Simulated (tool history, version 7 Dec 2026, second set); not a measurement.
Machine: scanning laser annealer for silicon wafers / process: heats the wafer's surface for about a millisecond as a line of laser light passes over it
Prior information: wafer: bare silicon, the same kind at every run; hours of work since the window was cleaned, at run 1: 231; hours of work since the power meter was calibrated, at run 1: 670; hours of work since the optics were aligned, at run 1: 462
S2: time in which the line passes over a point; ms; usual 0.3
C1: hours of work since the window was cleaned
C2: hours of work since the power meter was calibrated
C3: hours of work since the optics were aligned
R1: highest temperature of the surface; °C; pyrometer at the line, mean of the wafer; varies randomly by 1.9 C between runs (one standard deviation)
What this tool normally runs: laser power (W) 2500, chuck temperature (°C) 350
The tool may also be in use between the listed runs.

Run 1, hour 0: usual settings; C1 231; C2 670; C3 462. Result: R1 1172 °C.
Run 2, hour 17: usual settings; C1 244; C2 683; C3 475. Result: R1 1174 °C.
Run 3, hour 35.2: usual settings; C1 258; C2 696; C3 488. Result: R1 1174 °C.
Run 4, hour 47.4: usual settings; C1 267; C2 705; C3 497. Result: R1 1168 °C.
Run 5, hour 61: usual settings but chuck temperature (°C) 360; C1 277; C2 715; C3 507. Result: R1 1181 °C.
Run 6, hour 81.8: usual settings; C1 292; C2 731; C3 523. Result: R1 1169 °C.
Run 7, hour 96.3: usual settings; C1 303; C2 742; C3 534. Result: R1 1170 °C.
Run 8, hour 117: usual settings but S2 0.34 ms; C1 319; C2 757; C3 549. Result: R1 1227 °C.
Run 9, hour 129.5: usual settings; C1 328; C2 766; C3 559. Result: R1 1168 °C.
Run 10, hour 142.1: usual settings but S2 0.27 ms; C1 337; C2 776; C3 568. Result: R1 1122 °C.
Run 11, hour 154.9: usual settings but S2 0.27 ms; C1 347; C2 785; C3 577. Result: R1 1125 °C.
Run 12, hour 175.2: usual settings but S2 0.27 ms; C1 362; C2 800; C3 593. Result: R1 1120 °C.
Run 13, hour 191.4: usual settings but S2 0.27 ms; C1 374; C2 813; C3 605. Result: R1 1124 °C.
Run 14, hour 204.6: usual settings but S2 0.27 ms; C1 384; C2 822; C3 614. Result: R1 1122 °C.
Run 15, hour 217.1: usual settings but S2 0.27 ms; C1 393; C2 832; C3 624. Result: R1 1119 °C.
Run 16, hour 230.1: usual settings but S2 0.27 ms; C1 403; C2 841; C3 633. Result: R1 1121 °C.
Run 17, hour 250.3: usual settings; C1 418; C2 856; C3 648. Result: R1 1166 °C.
Run 18, hour 273.8: usual settings; C1 435; C2 874; C3 666. Result: R1 1164 °C.
Run 19, hour 291.8: usual settings; C1 449; C2 887; C3 679. Result: R1 1163 °C.
Run 20, hour 306.3: usual settings; C1 460; C2 898; C3 690. Result: R1 1164 °C.
Run 21, hour 324.8: usual settings; C1 473; C2 912; C3 704. Result: R1 1163 °C.
Run 22, hour 340.8: usual settings; C1 485; C2 924; C3 716. Result: R1 1162 °C.
Run 23, hour 366.1: usual settings; C1 504; C2 943; C3 735. Result: R1 1161 °C.
Run 24, hour 391.7: usual settings but laser power (W) 2746, S2 0.271 ms; C1 523; C2 962; C3 754. Result: R1 1191 °C.
Run 25, hour 402.1: usual settings but laser power (W) 2251, S2 0.271 ms, chuck temperature (°C) 318; C1 531; C2 969; C3 762. Result: R1 1007 °C.
Run 26, hour 426.6: usual settings but laser power (W) 2251, S2 0.271 ms, chuck temperature (°C) 318; C1 549; C2 988; C3 780. Result: R1 1006 °C.
Run 27, hour 451.7: usual settings but laser power (W) 2295, S2 0.212 ms; C1 568; C2 1006; C3 799. Result: R1 965 °C.

Predict the results of run 28:
Run 28, hour 463.8: usual settings but laser power (W) 2510, S2 0.225 ms, chuck temperature (°C) 317; C1 577; C2 1015; C3 808. Result: R1 ?.

{"run 28": {"R1": 1012}}
On a tool with no hidden condition, and with the same random variation, this run would have come out at R1 1038 °C.

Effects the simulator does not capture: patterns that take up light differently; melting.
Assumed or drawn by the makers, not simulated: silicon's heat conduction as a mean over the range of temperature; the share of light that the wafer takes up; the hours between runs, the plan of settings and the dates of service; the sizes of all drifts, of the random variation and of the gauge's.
